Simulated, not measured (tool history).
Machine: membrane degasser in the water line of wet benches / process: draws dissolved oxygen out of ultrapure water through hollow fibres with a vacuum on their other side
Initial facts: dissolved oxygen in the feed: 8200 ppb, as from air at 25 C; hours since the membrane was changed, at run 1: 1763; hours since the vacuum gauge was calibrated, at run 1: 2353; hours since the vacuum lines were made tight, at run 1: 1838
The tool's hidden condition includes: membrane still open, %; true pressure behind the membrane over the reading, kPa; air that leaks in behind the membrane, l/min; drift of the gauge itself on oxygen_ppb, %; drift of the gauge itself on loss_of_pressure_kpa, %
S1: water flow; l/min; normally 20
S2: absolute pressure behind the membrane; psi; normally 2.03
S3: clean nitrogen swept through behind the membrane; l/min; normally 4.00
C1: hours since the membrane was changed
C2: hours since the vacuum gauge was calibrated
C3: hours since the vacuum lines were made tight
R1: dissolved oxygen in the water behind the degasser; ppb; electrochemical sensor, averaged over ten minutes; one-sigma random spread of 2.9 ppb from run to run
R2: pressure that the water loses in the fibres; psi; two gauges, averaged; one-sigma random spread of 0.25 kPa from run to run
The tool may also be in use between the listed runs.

run	hour	S1	S2	S3	C1	C2	C3	R1	R2
1	0.0	20	2.03	4.00	1763	2353	1838	314.9	9.733
2	32.9	20	2.03	4.00	1796	2386	1871	315.1	9.809
3	64.6	20	2.03	4.00	1827	2418	1902	315.7	9.828
4	104.9	20	2.03	1.61	1868	2458	1943	481.9	9.842
5	127.3	20	2.03	1.61	1890	2481	1965	475.9	9.861
6	148.9	20	2.03	1.61	1912	2502	1987	487.3	9.828
7	185.5	16	2.03	1.61	1948	2539	2023	358.4	7.874
8	223.6	16	2.03	7.65	1986	2577	2061	171.0	7.886
9	257.7	16	2.03	7.65	2020	2611	2095	172.2	7.775
# hour 262.3: vacuum gauge calibrated
10	306.0	16	2.10	7.65	2068	44	2143	174.7	7.820
11	335.9	20	1.94	4.00	2098	74	2173	310.9	9.873
12	378.0	22	1.28	4.00	2140	116	2215	300.5	10.858
13	400.6	16	1.77	1.99	2163	138	2238	287.9	7.847
14	432.3	16	3.83	1.99	2195	170	2269	541.2	7.903
# hour 469.1: vacuum gauge calibrated, once more
15	477.0	20	2.45	8.76	2239	8	2314	262.8	9.890
16	508.5	20	2.45	8.76	2270	39	2345	263.3	9.905
17	537.5	13	4.74	9.02	2299	68	2374	175.8	6.409
18	557.4	15	2.89	8.50	2319	88	2394	171.4	7.429
19	580.9	20	4.73	4.00	2343	112	2418	518.7	9.964
20	605.7	14	1.60	4.00	2368	137	2442	152.8	6.920

Run 21 is up next; what results do you expect?
21	627.6	19	4.37	1.70	2389	159	2464	?	?

{"run 21": {"R1": 794.8, "R2": 9.332}}
With the hidden condition absent and the run-to-run variation left alone, this run would have shown R1 772.2 ppb, R2 9.045 psi.
